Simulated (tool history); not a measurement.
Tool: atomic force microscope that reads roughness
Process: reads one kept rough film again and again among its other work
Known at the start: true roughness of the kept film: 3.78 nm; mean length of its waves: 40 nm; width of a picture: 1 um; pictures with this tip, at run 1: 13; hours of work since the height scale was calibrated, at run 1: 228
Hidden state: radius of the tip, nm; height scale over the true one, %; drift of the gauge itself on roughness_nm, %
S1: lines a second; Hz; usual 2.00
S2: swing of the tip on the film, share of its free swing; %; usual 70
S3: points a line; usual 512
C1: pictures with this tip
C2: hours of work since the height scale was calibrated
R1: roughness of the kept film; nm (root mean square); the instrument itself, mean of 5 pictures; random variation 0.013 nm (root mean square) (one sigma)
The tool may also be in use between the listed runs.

run     day    S1  S2    S3   C1   C2     R1
  1   0.000  2.00  70   512   13  228  3.115
  2   1.329  2.00  84   512   64  245  2.723
  3   2.233  2.00  84   512   98  257  2.699
  4   3.629  2.00  84   512  152  275  2.637
  5   5.067  2.00  84   512  207  293  2.582
      5.333  -- new tip fitted
  6   6.092  2.00  84   512   29  307  2.745
  7   7.062  2.00  84   512   66  319  2.725
  8   8.467  2.00  70   512  120  337  2.992
  9   9.833  2.00  70   512  173  355  2.924
     10.967  -- new tip fitted
 10  10.967  0.65  70   512    0  370  3.372
 11  11.633  0.65  70   512   26  378  3.319
 12  12.325  0.65  70   512   52  387  3.321
 13  13.692  0.65  70   996  105  405  3.239
 14  15.008  0.65  70   996  155  422  3.189
 15  15.954  2.00  70   512  192  435  2.903
     16.592  -- new tip fitted
 16  17.092  2.00  70   512   20  449  3.101
 17  18.012  2.00  70   512   55  461  3.066
 18  18.821  2.00  83   512   86  472  2.722
 19  19.788  2.00  83   511  123  484  2.691
 20  20.596  2.00  83   511  154  495  2.645
 21  21.325  3.71  58  1017  182  504  2.970
     22.238  -- new tip fitted
 22  22.262  3.26  80   793    1  516  2.583

Run 23 comes next. What will it give?
 23  23.417  3.26  80  793  46  531   ?

{"run 23": {"R1": 2.551}}
Without the tool's hidden state the same run would have given R1 2.609 nm (root mean square).
